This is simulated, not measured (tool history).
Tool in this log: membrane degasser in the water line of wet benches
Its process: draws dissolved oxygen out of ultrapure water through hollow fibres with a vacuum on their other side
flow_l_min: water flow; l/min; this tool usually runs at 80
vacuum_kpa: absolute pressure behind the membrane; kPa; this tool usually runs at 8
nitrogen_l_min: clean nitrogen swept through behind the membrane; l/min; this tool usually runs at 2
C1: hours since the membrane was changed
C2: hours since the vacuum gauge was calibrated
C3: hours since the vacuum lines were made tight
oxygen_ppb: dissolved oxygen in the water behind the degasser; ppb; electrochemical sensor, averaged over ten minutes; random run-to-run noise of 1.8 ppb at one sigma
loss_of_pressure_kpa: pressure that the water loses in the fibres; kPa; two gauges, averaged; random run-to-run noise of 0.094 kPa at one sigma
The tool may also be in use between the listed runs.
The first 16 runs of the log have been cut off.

Run 17, day 144.983: usual settings but vacuum_kpa 9.12 kPa, nitrogen_l_min 3.88 l/min; C1 13049; C2 516; C3 11650. Result: oxygen_ppb 347.9 ppb, loss_of_pressure_kpa 33.56 kPa.
Run 18, day 150.804: usual settings but flow_l_min 54 l/min; C1 13189; C2 656; C3 11790. Result: oxygen_ppb 300.9 ppb, loss_of_pressure_kpa 22.7 kPa.
Run 19, day 161.908: usual settings but flow_l_min 54 l/min; C1 13456; C2 922; C3 12056. Result: oxygen_ppb 297.1 ppb, loss_of_pressure_kpa 22.54 kPa.
Run 20, day 173.871: usual settings but flow_l_min 62 l/min, nitrogen_l_min 3.93 l/min; C1 13743; C2 1210; C3 12343. Result: oxygen_ppb 213.1 ppb, loss_of_pressure_kpa 26.06 kPa.
Run 21, day 185.917: usual settings but vacuum_kpa 10.21 kPa, nitrogen_l_min 4.81 l/min; C1 14032; C2 1499; C3 12632. Result: oxygen_ppb 340.8 ppb, loss_of_pressure_kpa 33.54 kPa.
At day 190.979: seals of the vacuum lines changed.
Run 22, day 197.262: usual settings but flow_l_min 48 l/min, vacuum_kpa 9.16 kPa, nitrogen_l_min 2.34 l/min; C1 14302; C2 1769; C3 151. Result: oxygen_ppb 286.1 ppb, loss_of_pressure_kpa 20 kPa.
Run 23, day 208.258: usual settings but flow_l_min 81 l/min, nitrogen_l_min 4.37 l/min; C1 14566; C2 2033; C3 415. Result: oxygen_ppb 283 ppb, loss_of_pressure_kpa 33.87 kPa.
Run 24, day 219.642: usual settings but flow_l_min 67 l/min, nitrogen_l_min 1.14 l/min; C1 14839; C2 2306; C3 688. Result: oxygen_ppb 541.8 ppb, loss_of_pressure_kpa 27.96 kPa.
Run 25, day 231.862: usual settings but flow_l_min 67 l/min, nitrogen_l_min 1.14 l/min; C1 15133; C2 2599; C3 981. Result: oxygen_ppb 541.8 ppb, loss_of_pressure_kpa 27.91 kPa.
Run 26, day 242.954: usual settings but flow_l_min 67 l/min, vacuum_kpa 8.86 kPa, nitrogen_l_min 2.06 l/min; C1 15399; C2 2866; C3 1247. Result: oxygen_ppb 419.8 ppb, loss_of_pressure_kpa 27.82 kPa.
Run 27, day 255.842: usual settings but vacuum_kpa 8.32 kPa; C1 15708; C2 3175; C3 1557. Result: oxygen_ppb 474.1 ppb, loss_of_pressure_kpa 33.18 kPa.
Run 28, day 265.946: usual settings but nitrogen_l_min 2.91 l/min; C1 15951; C2 3417; C3 1799. Result: oxygen_ppb 357.4 ppb, loss_of_pressure_kpa 33.38 kPa.
Run 29, day 274.762: usual settings but flow_l_min 127 l/min, vacuum_kpa 5.23 kPa, nitrogen_l_min 1.32 l/min; C1 16162; C2 3629; C3 2011. Result: oxygen_ppb 524 ppb, loss_of_pressure_kpa 52.89 kPa.
At day 279.583: gauge calibrated.
Run 30, day 283.608: usual settings but flow_l_min 67 l/min, vacuum_kpa 8.36 kPa; C1 16374; C2 3841; C3 2223. Result: oxygen_ppb 396.8 ppb, loss_of_pressure_kpa 28.36 kPa.
Run 31, day 293.029: usual settings but flow_l_min 105 l/min, vacuum_kpa 16.38 kPa, nitrogen_l_min 3.18 l/min; C1 16601; C2 4067; C3 2449. Result: oxygen_ppb 962.1 ppb, loss_of_pressure_kpa 44.19 kPa.

Here are 4 independent what-if runs from the current tool condition. What would each one return?
Run A, day 303.25: usual settings but flow_l_min 59 l/min, vacuum_kpa 9.52 kPa, nitrogen_l_min 3.18 l/min; C1 16846; C2 4313; C3 2694. Result: oxygen_ppb ?, loss_of_pressure_kpa ?.
Run B, day 303.25: usual settings but vacuum_kpa 5.55 kPa; C1 16846; C2 4313; C3 2694. Result: oxygen_ppb ?, loss_of_pressure_kpa ?.
Run C, day 303.25: usual settings but flow_l_min 67 l/min, vacuum_kpa 11.3 kPa, nitrogen_l_min 0.93 l/min; C1 16846; C2 4313; C3 2694. Result: oxygen_ppb ?, loss_of_pressure_kpa ?.
Run D, day 303.25: usual settings but flow_l_min 105 l/min, vacuum_kpa 16.38 kPa, nitrogen_l_min 5.99 l/min; C1 16846; C2 4313; C3 2694. Result: oxygen_ppb ?, loss_of_pressure_kpa ?.

run  oxygen_ppb  loss_of_pressure_kpa
  A       292.6                 24.81
  B       270.4                 33.79
  C       967.6                 28.08
  D       645.3                 44.16
Without the tool's unlogged condition, the same runs would have read:
run  oxygen_ppb  loss_of_pressure_kpa
  A       292.4                 24.83
  B         270                 33.81
  C       967.2                  28.1
  D       644.9                 44.19
